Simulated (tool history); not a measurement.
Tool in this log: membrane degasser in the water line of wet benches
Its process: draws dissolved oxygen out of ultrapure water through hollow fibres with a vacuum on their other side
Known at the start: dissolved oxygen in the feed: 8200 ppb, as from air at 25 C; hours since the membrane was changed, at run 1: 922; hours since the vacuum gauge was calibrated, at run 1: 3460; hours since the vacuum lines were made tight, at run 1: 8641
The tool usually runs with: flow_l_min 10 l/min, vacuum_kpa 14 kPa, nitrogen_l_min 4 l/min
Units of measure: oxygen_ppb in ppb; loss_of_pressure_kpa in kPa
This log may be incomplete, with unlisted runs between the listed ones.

run,day,flow_l_min,vacuum_kpa,nitrogen_l_min,hours since the membrane was changed,hours since the vacuum gauge was calibrated,hours since the vacuum lines were made tight,oxygen_ppb,loss_of_pressure_kpa
1,0,10,14,4,922,3460,8641,84,46.66
2,1.283,10,15.4,4,953,3491,8672,93.4,46.73
3,2.796,10,14,4,989,3527,8708,83.7,46.05
4,5.004,10,14,4,1042,3580,8761,82.3,46.83
5,6.821,10,30.2,4,1086,3624,8805,186.8,46.78
6,8.383,10,30.2,4,1123,3661,8842,184.4,46.55
7,10.758,6,21.5,6.62,1180,3718,8899,47.4,27.91
8,12.421,13,21.2,7.18,1220,3758,8939,109.8,60.68
# day 12.596: vacuum gauge calibrated
9,14.4,15,15.2,7.18,1267,43,8986,98.3,70.06
10,16.492,15,16.9,6.59,1317,93,9037,114.7,69.76
11,17.688,7,11.5,6.59,1346,122,9065,28.7,32.5

Alternative continuations, all from the tool just after run 11; predict every row:
A,20.396,15,14,2.3,1411,187,9130,?,?
B,20.396,9,29.2,5.64,1411,187,9130,?,?
C,20.396,9,11.5,10.1,1411,187,9130,?,?
D,20.396,13,13.3,3.55,1411,187,9130,?,?
E,20.396,10,14,4,1411,187,9130,?,?

run,oxygen_ppb,loss_of_pressure_kpa
A,208.9,70.5
B,120.4,41.99
C,29.2,42.13
D,120.9,60.59
E,83.5,46.39
Take away the tool's hidden state, keep each run's random variation, and the runs would have read:
run,oxygen_ppb,loss_of_pressure_kpa
A,199,70.18
B,112.2,41.8
C,27.1,41.93
D,114.3,60.31
E,77.9,46.17
